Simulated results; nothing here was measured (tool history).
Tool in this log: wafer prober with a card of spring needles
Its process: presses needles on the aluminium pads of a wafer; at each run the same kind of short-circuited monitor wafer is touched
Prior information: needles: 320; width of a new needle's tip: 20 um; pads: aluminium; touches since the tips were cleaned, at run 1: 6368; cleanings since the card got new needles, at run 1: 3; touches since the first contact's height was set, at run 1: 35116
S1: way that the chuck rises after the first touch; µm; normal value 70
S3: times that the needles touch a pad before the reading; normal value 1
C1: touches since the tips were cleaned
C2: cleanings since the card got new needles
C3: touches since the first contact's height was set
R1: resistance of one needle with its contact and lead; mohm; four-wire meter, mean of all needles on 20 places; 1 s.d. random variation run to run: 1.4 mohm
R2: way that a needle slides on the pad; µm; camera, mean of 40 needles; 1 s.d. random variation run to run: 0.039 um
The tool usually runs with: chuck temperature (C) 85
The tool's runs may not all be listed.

Run 1, hour 0: usual settings; C1 6368; C2 3; C3 35116. Result: R1 137 mohm, R2 19.35 µm.
Run 2, hour 5.2: usual settings but S1 84 µm; C1 7999; C2 3; C3 36747. Result: R1 131 mohm, R2 23.22 µm.
At hour 8.8: tips cleaned on abrasive film.
Run 3, hour 11.9: usual settings but S1 84 µm; C1 952; C2 4; C3 38775. Result: R1 120 mohm, R2 23.19 µm.
Run 4, hour 17.2: usual settings but S1 84 µm; C1 2621; C2 4; C3 40444. Result: R1 125 mohm, R2 23.17 µm.
Run 5, hour 26.7: usual settings; C1 5569; C2 4; C3 43392. Result: R1 136 mohm, R2 19.27 µm.
Run 6, hour 37.2: usual settings but chuck temperature (C) 56; C1 8828; C2 4; C3 46651. Result: R1 137 mohm, R2 19.3 µm.
At hour 38: tips cleaned on abrasive film.
Run 7, hour 47.7: usual settings; C1 3011; C2 5; C3 49880. Result: R1 128 mohm, R2 19.37 µm.
Run 8, hour 53.3: usual settings; C1 4752; C2 5; C3 51621. Result: R1 134 mohm, R2 19.24 µm.
Run 9, hour 58.8: usual settings; C1 6458; C2 5; C3 53327. Result: R1 138 mohm, R2 19.25 µm.
At hour 66.8: tips cleaned on abrasive film.
Run 10, hour 68.2: usual settings but S1 58 µm, chuck temperature (C) 52; C1 446; C2 6; C3 56224. Result: R1 119 mohm, R2 15.91 µm.
Run 11, hour 76.3: usual settings but S3 2; C1 2966; C2 6; C3 58744. Result: R1 122 mohm, R2 19.24 µm.
Run 12, hour 81: usual settings; C1 4410; C2 6; C3 60188. Result: R1 135 mohm, R2 19.22 µm.
Run 13, hour 85.6: usual settings; C1 5858; C2 6; C3 61636. Result: R1 138 mohm, R2 19.29 µm.

Expected results for the next run?
Run 14, hour 93.2: usual settings; C1 8216; C2 6; C3 63994. Result: R1 ?, R2 ?.

Run 14 measured R1 138 mohm, R2 19.28 µm.
On a tool with no hidden condition, and with the same random variation, this run would have come out at R1 112 mohm, R2 19.39 µm.
